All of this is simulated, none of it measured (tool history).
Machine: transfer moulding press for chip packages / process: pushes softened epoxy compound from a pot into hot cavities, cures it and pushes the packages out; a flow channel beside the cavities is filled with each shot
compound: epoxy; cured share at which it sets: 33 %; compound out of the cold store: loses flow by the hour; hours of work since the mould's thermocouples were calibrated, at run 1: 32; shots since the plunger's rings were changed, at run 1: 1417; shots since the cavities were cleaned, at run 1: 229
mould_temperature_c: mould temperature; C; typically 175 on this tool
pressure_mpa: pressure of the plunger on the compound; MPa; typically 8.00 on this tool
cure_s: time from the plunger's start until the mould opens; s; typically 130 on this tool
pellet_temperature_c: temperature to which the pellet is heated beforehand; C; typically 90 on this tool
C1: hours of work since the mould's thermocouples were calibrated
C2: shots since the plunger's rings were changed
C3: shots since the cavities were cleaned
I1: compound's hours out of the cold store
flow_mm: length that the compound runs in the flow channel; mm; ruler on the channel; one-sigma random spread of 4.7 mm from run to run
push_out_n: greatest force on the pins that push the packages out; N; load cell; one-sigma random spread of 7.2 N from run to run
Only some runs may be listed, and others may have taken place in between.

{"run": 1, "hour": 0.0, "mould_temperature_c": 175, "pressure_mpa": 8.0, "cure_s": 130, "pellet_temperature_c": 90, "C1": 32, "C2": 1417, "C3": 229, "I1": 32.5, "flow_mm": 823, "push_out_n": 292}
{"run": 2, "hour": 6.8, "mould_temperature_c": 175, "pressure_mpa": 8.0, "cure_s": 130, "pellet_temperature_c": 90, "C1": 36, "C2": 1474, "C3": 286, "I1": 14.4, "flow_mm": 907, "push_out_n": 305}
{"run": 3, "hour": 18.2, "mould_temperature_c": 175, "pressure_mpa": 8.0, "cure_s": 130, "pellet_temperature_c": 90, "C1": 42, "C2": 1572, "C3": 384, "I1": 41.7, "flow_mm": 782, "push_out_n": 305}
{"run": 4, "hour": 25.0, "mould_temperature_c": 175, "pressure_mpa": 8.0, "cure_s": 130, "pellet_temperature_c": 90, "C1": 47, "C2": 1630, "C3": 442, "I1": 41.9, "flow_mm": 784, "push_out_n": 302}
{"run": 5, "hour": 35.9, "mould_temperature_c": 175, "pressure_mpa": 8.0, "cure_s": 130, "pellet_temperature_c": 90, "C1": 53, "C2": 1723, "C3": 535, "I1": 37.9, "flow_mm": 814, "push_out_n": 317}
{"hour": 43.9, "done": "cavities cleaned with cleaning compound and waxed"}
{"run": 6, "hour": 47.1, "mould_temperature_c": 175, "pressure_mpa": 6.81, "cure_s": 130, "pellet_temperature_c": 90, "C1": 59, "C2": 1805, "C3": 26, "I1": 34.0, "flow_mm": 761, "push_out_n": 307}
{"run": 7, "hour": 54.3, "mould_temperature_c": 175, "pressure_mpa": 6.81, "cure_s": 130, "pellet_temperature_c": 90, "C1": 63, "C2": 1867, "C3": 88, "I1": 31.5, "flow_mm": 759, "push_out_n": 303}
{"run": 8, "hour": 60.9, "mould_temperature_c": 175, "pressure_mpa": 6.81, "cure_s": 130, "pellet_temperature_c": 90, "C1": 67, "C2": 1924, "C3": 145, "I1": 24.0, "flow_mm": 796, "push_out_n": 310}
{"run": 9, "hour": 69.2, "mould_temperature_c": 180, "pressure_mpa": 8.0, "cure_s": 130, "pellet_temperature_c": 90, "C1": 72, "C2": 1995, "C3": 216, "I1": 27.0, "flow_mm": 827, "push_out_n": 298}
{"run": 10, "hour": 76.0, "mould_temperature_c": 175, "pressure_mpa": 8.0, "cure_s": 130, "pellet_temperature_c": 90, "C1": 76, "C2": 2052, "C3": 273, "I1": 15.4, "flow_mm": 893, "push_out_n": 293}
{"run": 11, "hour": 82.1, "mould_temperature_c": 175, "pressure_mpa": 8.0, "cure_s": 130, "pellet_temperature_c": 90, "C1": 80, "C2": 2104, "C3": 325, "I1": 13.9, "flow_mm": 915, "push_out_n": 311}
{"run": 12, "hour": 89.4, "mould_temperature_c": 175, "pressure_mpa": 8.0, "cure_s": 130, "pellet_temperature_c": 90, "C1": 84, "C2": 2167, "C3": 388, "I1": 31.7, "flow_mm": 821, "push_out_n": 305}
{"run": 13, "hour": 100.3, "mould_temperature_c": 175, "pressure_mpa": 8.0, "cure_s": 130, "pellet_temperature_c": 90, "C1": 91, "C2": 2260, "C3": 481, "I1": 14.0, "flow_mm": 906, "push_out_n": 312}
{"run": 14, "hour": 105.8, "mould_temperature_c": 175, "pressure_mpa": 8.0, "cure_s": 130, "pellet_temperature_c": 90, "C1": 94, "C2": 2306, "C3": 527, "I1": 28.8, "flow_mm": 842, "push_out_n": 295}
{"hour": 115.0, "done": "cavities cleaned with cleaning compound and waxed"}
{"run": 15, "hour": 118.8, "mould_temperature_c": 175, "pressure_mpa": 8.0, "cure_s": 130, "pellet_temperature_c": 90, "C1": 101, "C2": 2404, "C3": 32, "I1": 34.7, "flow_mm": 816, "push_out_n": 310}
{"run": 16, "hour": 128.6, "mould_temperature_c": 168, "pressure_mpa": 7.62, "cure_s": 130, "pellet_temperature_c": 90, "C1": 107, "C2": 2488, "C3": 116, "I1": 27.8, "flow_mm": 859, "push_out_n": 393}
{"run": 17, "hour": 136.1, "mould_temperature_c": 168, "pressure_mpa": 7.62, "cure_s": 130, "pellet_temperature_c": 90, "C1": 111, "C2": 2552, "C3": 180, "I1": 24.6, "flow_mm": 866, "push_out_n": 399}
{"run": 18, "hour": 146.5, "mould_temperature_c": 168, "pressure_mpa": 8.03, "cure_s": 123, "pellet_temperature_c": 90, "C1": 118, "C2": 2641, "C3": 269, "I1": 38.2, "flow_mm": 828, "push_out_n": 409}
{"run": 19, "hour": 152.1, "mould_temperature_c": 180, "pressure_mpa": 9.42, "cure_s": 154, "pellet_temperature_c": 96, "C1": 121, "C2": 2689, "C3": 317, "I1": 9.0, "flow_mm": 990, "push_out_n": 289}
{"run": 20, "hour": 160.0, "mould_temperature_c": 180, "pressure_mpa": 9.42, "cure_s": 154, "pellet_temperature_c": 96, "C1": 126, "C2": 2757, "C3": 385, "I1": 26.7, "flow_mm": 898, "push_out_n": 289}
{"run": 21, "hour": 168.3, "mould_temperature_c": 180, "pressure_mpa": 9.42, "cure_s": 154, "pellet_temperature_c": 96, "C1": 131, "C2": 2827, "C3": 455, "I1": 44.5, "flow_mm": 820, "push_out_n": 285}
{"run": 22, "hour": 178.1, "mould_temperature_c": 175, "pressure_mpa": 7.24, "cure_s": 130, "pellet_temperature_c": 95, "C1": 137, "C2": 2911, "C3": 539, "I1": 21.5, "flow_mm": 835, "push_out_n": 306}
{"hour": 185.9, "done": "cavities cleaned with cleaning compound and waxed"}
{"run": 23, "hour": 185.9, "mould_temperature_c": 175, "pressure_mpa": 7.24, "cure_s": 130, "pellet_temperature_c": 95, "C1": 140, "C2": 2964, "C3": 0, "I1": 18.0, "flow_mm": 841, "push_out_n": 312}
{"run": 24, "hour": 190.8, "mould_temperature_c": 171, "pressure_mpa": 6.93, "cure_s": 130, "pellet_temperature_c": 90, "C1": 143, "C2": 3006, "C3": 42, "I1": 29.1, "flow_mm": 800, "push_out_n": 328}
{"run": 25, "hour": 196.4, "mould_temperature_c": 171, "pressure_mpa": 6.93, "cure_s": 130, "pellet_temperature_c": 90, "C1": 147, "C2": 3054, "C3": 90, "I1": 15.0, "flow_mm": 868, "push_out_n": 348}
{"run": 26, "hour": 205.1, "mould_temperature_c": 171, "pressure_mpa": 6.93, "cure_s": 130, "pellet_temperature_c": 90, "C1": 152, "C2": 3128, "C3": 164, "I1": 37.1, "flow_mm": 764, "push_out_n": 325}
{"run": 27, "hour": 213.7, "mould_temperature_c": 171, "pressure_mpa": 6.93, "cure_s": 130, "pellet_temperature_c": 90, "C1": 157, "C2": 3202, "C3": 238, "I1": 33.1, "flow_mm": 783, "push_out_n": 342}
{"run": 28, "hour": 219.2, "mould_temperature_c": 171, "pressure_mpa": 6.93, "cure_s": 130, "pellet_temperature_c": 90, "C1": 160, "C2": 3249, "C3": 285, "I1": 41.2, "flow_mm": 747, "push_out_n": 328}

Predict each of these 4 candidate next runs independently; none follows another, all start after run 28:
{"run": "A", "hour": 229.3, "mould_temperature_c": 171, "pressure_mpa": 9.87, "cure_s": 130, "pellet_temperature_c": 87, "C1": 166, "C2": 3335, "C3": 371, "I1": 34.1, "flow_mm": "?", "push_out_n": "?"}
{"run": "B", "hour": 229.3, "mould_temperature_c": 171, "pressure_mpa": 6.15, "cure_s": 130, "pellet_temperature_c": 91, "C1": 166, "C2": 3335, "C3": 371, "I1": 41.3, "flow_mm": "?", "push_out_n": "?"}
{"run": "C", "hour": 229.3, "mould_temperature_c": 173, "pressure_mpa": 6.93, "cure_s": 130, "pellet_temperature_c": 90, "C1": 166, "C2": 3335, "C3": 371, "I1": 34.0, "flow_mm": "?", "push_out_n": "?"}
{"run": "D", "hour": 229.3, "mould_temperature_c": 179, "pressure_mpa": 6.93, "cure_s": 140, "pellet_temperature_c": 90, "C1": 166, "C2": 3335, "C3": 371, "I1": 46.2, "flow_mm": "?", "push_out_n": "?"}

run=A flow_mm=924 push_out_n=350
run=B flow_mm=705 push_out_n=345
run=C flow_mm=774 push_out_n=331
run=D flow_mm=700 push_out_n=292
The same runs, with their run-to-run variation unchanged, on a tool lacking any hidden condition would have given:
run=A flow_mm=925 push_out_n=348
run=B flow_mm=706 push_out_n=343
run=C flow_mm=775 push_out_n=329
run=D flow_mm=700 push_out_n=291

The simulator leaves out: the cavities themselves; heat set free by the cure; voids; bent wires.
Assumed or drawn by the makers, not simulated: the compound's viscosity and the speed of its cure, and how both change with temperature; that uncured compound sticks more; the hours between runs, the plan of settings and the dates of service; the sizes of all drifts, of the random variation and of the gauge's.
